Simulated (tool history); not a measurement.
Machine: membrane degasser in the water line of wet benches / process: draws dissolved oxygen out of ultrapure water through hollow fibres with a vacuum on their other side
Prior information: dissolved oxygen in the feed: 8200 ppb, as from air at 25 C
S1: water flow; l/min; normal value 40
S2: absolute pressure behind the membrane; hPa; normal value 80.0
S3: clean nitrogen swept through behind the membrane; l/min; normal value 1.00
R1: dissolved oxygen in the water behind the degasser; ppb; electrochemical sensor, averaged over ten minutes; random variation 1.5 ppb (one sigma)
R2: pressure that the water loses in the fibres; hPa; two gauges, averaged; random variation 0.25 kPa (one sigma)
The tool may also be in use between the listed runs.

run	day	S1	S2	S3	R1	R2
1	0.000	40	80.0	1.00	386.6	658.4
2	7.642	40	80.0	1.00	384.1	659.0
3	17.875	40	80.0	1.00	384.4	652.6
4	27.725	40	80.0	1.00	386.5	652.3
5	40.408	40	80.0	1.00	383.0	651.4
6	46.688	40	80.0	1.00	386.7	652.1
7	57.679	40	80.0	1.00	385.5	652.4
8	69.392	40	53.2	1.00	180.7	653.0
9	76.921	40	53.2	1.50	134.7	654.1
10	90.658	31	80.0	1.00	306.6	504.0
# day 92.221: vacuum gauge calibrated
# day 101.750: seals of the vacuum lines changed
11	101.842	40	87.0	1.00	436.5	649.8
12	114.358	38	87.0	1.00	417.9	615.4
13	126.062	40	80.0	1.00	383.2	645.2
14	140.458	40	80.0	1.00	383.9	649.0
15	152.012	40	161.6	1.31	776.9	649.1
16	164.475	40	161.6	1.31	784.1	651.2
17	178.288	40	161.6	1.31	778.7	647.0
18	191.954	58	54.2	1.31	246.3	938.6
19	203.425	40	80.0	0.50	624.0	651.5
20	215.583	26	80.0	1.00	264.7	417.3
21	225.862	26	80.0	1.00	264.2	418.4
22	233.988	39	169.5	2.01	571.9	626.6
23	241.017	27	92.5	0.68	462.2	437.2
24	255.500	27	92.5	0.68	463.0	437.4
25	263.371	27	96.4	1.44	265.4	433.4
26	277.829	31	64.5	2.53	96.8	498.1
27	288.833	31	64.5	2.53	97.3	498.3
28	295.767	42	64.5	2.53	138.4	673.3

Below are 5 alternative next runs, each starting from the tool's condition after run 28. Predict each:
# day 299.204: vacuum gauge calibrated
A	305.708	59	64.5	2.46	?	?
# day 299.204: vacuum gauge calibrated
B	305.708	36	159.2	1.52	?	?
# day 299.204: vacuum gauge calibrated
C	305.708	38	64.5	0.44	?	?
# day 299.204: vacuum gauge calibrated
D	305.708	33	116.7	1.92	?	?
# day 299.204: vacuum gauge calibrated
E	305.708	55	140.1	0.84	?	?

run	R1	R2
A	226.0	950.2
B	622.3	581.6
C	448.0	610.7
D	325.9	529.6
E	1169.7	885.1
With no hidden state in the tool, these same runs would have given:
run	R1	R2
A	225.6	969.6
B	622.2	593.4
C	447.9	623.1
D	325.8	540.4
E	1169.5	903.2
